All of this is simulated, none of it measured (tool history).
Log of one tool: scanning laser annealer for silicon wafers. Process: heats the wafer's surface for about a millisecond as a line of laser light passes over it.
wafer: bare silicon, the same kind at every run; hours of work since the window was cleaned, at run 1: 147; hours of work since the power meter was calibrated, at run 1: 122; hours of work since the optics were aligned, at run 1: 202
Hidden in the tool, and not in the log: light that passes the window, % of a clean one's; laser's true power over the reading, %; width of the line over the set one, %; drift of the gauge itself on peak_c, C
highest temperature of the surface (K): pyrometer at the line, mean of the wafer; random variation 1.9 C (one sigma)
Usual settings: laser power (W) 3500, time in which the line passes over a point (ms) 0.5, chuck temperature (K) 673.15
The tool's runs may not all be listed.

run   hour  laser power (W)  time in which the line passes over a point (ms)  chuck temperature (K)  hours of work since the window was cleaned  hours of work since the power meter was calibrated  hours of work since the optics were aligned  highest temperature of the surface (K)
  1      0             3500                                              0.5                 673.15                                         147                                                 122                                          202                                 1462.15
  2   19.8             3500                                              0.5                 673.15                                         157                                                 132                                          213                                 1465.15
  3   55.5             3500                                              0.5                 653.15                                         175                                                 151                                          231                                 1439.15
  4   72.3             3500                                              0.5                 673.15                                         184                                                 159                                          240                                 1462.15
  5  107.8             3500                                              0.5                 673.15                                         203                                                 178                                          259                                 1459.15
  6    140             3500                                              0.5                 673.15                                         219                                                 194                                          275                                 1459.15
  7  156.3             3500                                              0.5                 673.15                                         228                                                 203                                          284                                 1456.15

Run 8 comes next. What will it give?
  8  189.8             3500                                            0.545                 671.15                                         245                                                 220                                          301                                       ?

Run 8 gave highest temperature of the surface (K) 1488.15.
Without the tool's hidden state the same run would have given highest temperature of the surface (K) 1510.15.
